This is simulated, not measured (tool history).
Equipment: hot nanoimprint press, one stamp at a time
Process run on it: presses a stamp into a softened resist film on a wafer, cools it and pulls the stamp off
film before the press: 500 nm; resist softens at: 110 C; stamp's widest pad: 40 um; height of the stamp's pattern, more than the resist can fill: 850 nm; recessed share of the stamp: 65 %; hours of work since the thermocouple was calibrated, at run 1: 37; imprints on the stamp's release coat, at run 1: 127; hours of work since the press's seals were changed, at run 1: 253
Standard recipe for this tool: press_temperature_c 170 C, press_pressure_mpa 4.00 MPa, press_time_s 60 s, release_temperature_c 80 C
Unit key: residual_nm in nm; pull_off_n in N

run,hour,press_temperature_c,press_pressure_mpa,press_time_s,release_temperature_c,hours of work since the thermocouple was calibrated,imprints on the stamp's release coat,hours of work since the press's seals were changed,residual_nm,pull_off_n
1,0.0,170,4.00,60,80,37,127,253,183.6,238
2,19.9,170,4.00,60,80,53,247,269,183.3,235
3,30.1,170,4.00,60,80,61,309,277,181.5,243
4,45.8,170,4.00,60,80,74,403,289,182.6,243
5,58.5,170,4.00,60,80,84,479,299,184.0,262
6,67.3,170,4.00,60,80,91,533,306,182.4,268
7,80.0,170,4.00,60,80,101,609,316,182.2,260
8,89.5,170,4.00,60,80,108,666,324,181.3,263
9,103.6,170,4.00,60,80,119,751,335,182.1,280
10,121.6,170,4.00,60,80,133,859,349,183.7,279
11,130.8,169,4.00,60,80,141,915,356,189.3,283
12,139.9,169,4.00,60,80,148,969,363,187.2,288
13,158.3,169,4.00,60,80,162,1080,378,188.6,297
14,172.6,169,4.00,60,80,174,1167,389,186.7,289
15,181.8,169,4.00,60,80,181,1222,397,187.6,295
16,196.4,173,5.55,49,66,193,1310,408,147.6,352
17,216.3,170,2.80,78,70,208,1430,424,198.7,346
18,227.8,170,3.41,60,78,217,1499,433,195.6,314
19,242.0,170,4.00,60,75,229,1584,444,180.3,339
# hour 265.1: stamp cleaned and given a new release coat
20,267.8,170,4.00,60,75,244,16,460,181.1,242
21,284.8,170,5.80,52,80,258,118,473,153.4,238
22,296.1,160,5.80,83,75,267,186,482,187.8,250
23,306.0,170,4.00,60,83,275,246,490,177.8,225
24,325.4,170,4.00,114,80,290,363,505,141.3,248
25,342.3,170,4.64,60,80,303,465,519,166.1,246
26,355.5,168,4.64,61,83,314,544,529,178.5,247
27,374.9,170,4.21,97,80,329,661,545,145.9,271
28,387.2,170,4.21,97,84,339,735,554,144.3,252
29,401.5,170,4.21,97,84,350,821,566,144.4,250
30,416.9,172,4.00,39,68,362,914,578,196.4,309

Entry by entry between the runs, the difference in hidden state between the last listed run before and the first listed run after:
Run 19 -> run 20: stamp cleaned and given a new release coat (hour 265.1)
  true temperature over the reading, C: 1.01 -> 1.08; pressure that arrives at the usual setting, %: 96.71 -> 96.6; grip of the stamp's worn release coat, % over a new coat's: 40.7 -> 0.4
  what was measured, less what the result would be without the hidden state, residual_nm: -2.8 -> -3.1 nm; pull_off_n: +95 -> -2 N

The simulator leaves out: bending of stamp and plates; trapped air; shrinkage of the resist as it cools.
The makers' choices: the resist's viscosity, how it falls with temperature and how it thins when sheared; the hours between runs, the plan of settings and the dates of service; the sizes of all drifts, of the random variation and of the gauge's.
